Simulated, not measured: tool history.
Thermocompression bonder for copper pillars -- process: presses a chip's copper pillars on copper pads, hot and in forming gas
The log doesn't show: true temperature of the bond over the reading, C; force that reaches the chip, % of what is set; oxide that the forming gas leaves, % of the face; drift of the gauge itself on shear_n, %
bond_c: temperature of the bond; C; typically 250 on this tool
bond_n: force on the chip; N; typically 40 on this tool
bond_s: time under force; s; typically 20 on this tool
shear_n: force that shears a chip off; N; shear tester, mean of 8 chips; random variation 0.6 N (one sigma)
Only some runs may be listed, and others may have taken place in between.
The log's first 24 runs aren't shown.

run,hour,bond_c,bond_n,bond_s,hours of work since the heater was calibrated,hours of work since the force cell was calibrated,hours of work since the gas filter was changed,shear_n
25,583.6,253,32,11,825,1051,133,42.5
# hour 587.7: heater calibrated with a thermocouple chip
26,604.0,253,32,11,8,1060,142,45.5
27,631.0,237,59,16,21,1073,155,66.3
28,661.9,263,49,25,36,1088,169,87.3
29,691.5,263,49,25,50,1102,184,88.4
30,723.7,263,49,37,66,1118,199,97.1
# hour 746.9: heater calibrated with a thermocouple chip, once more
31,758.5,252,60,39,6,1133,215,90.4
32,774.4,252,35,39,13,1141,223,65.4
33,790.2,279,32,13,21,1149,230,53.8
34,816.7,279,32,13,34,1161,243,53.3
35,852.6,279,32,11,51,1179,260,49.8
36,875.4,279,32,11,62,1190,271,50.7
37,898.7,279,52,36,73,1201,283,98.8
38,925.7,279,52,36,86,1214,296,100.6
39,957.7,222,40,20,102,1229,311,37.3

Alternative continuations, all from the tool just after run 39; predict every row:
A,986.1,258,42,20,115,1243,325,?
B,986.1,270,27,20,115,1243,325,?
C,986.1,233,29,46,115,1243,325,?
D,986.1,278,36,20,115,1243,325,?
E,986.1,222,24,12,115,1243,325,?

run,shear_n
A,60.0
B,51.3
C,48.7
D,68.1
E,19.2
With the hidden condition removed and each run's random variation left untouched, the same runs would have given:
run,shear_n
A,62.3
B,53.1
C,50.3
D,70.9
E,19.6

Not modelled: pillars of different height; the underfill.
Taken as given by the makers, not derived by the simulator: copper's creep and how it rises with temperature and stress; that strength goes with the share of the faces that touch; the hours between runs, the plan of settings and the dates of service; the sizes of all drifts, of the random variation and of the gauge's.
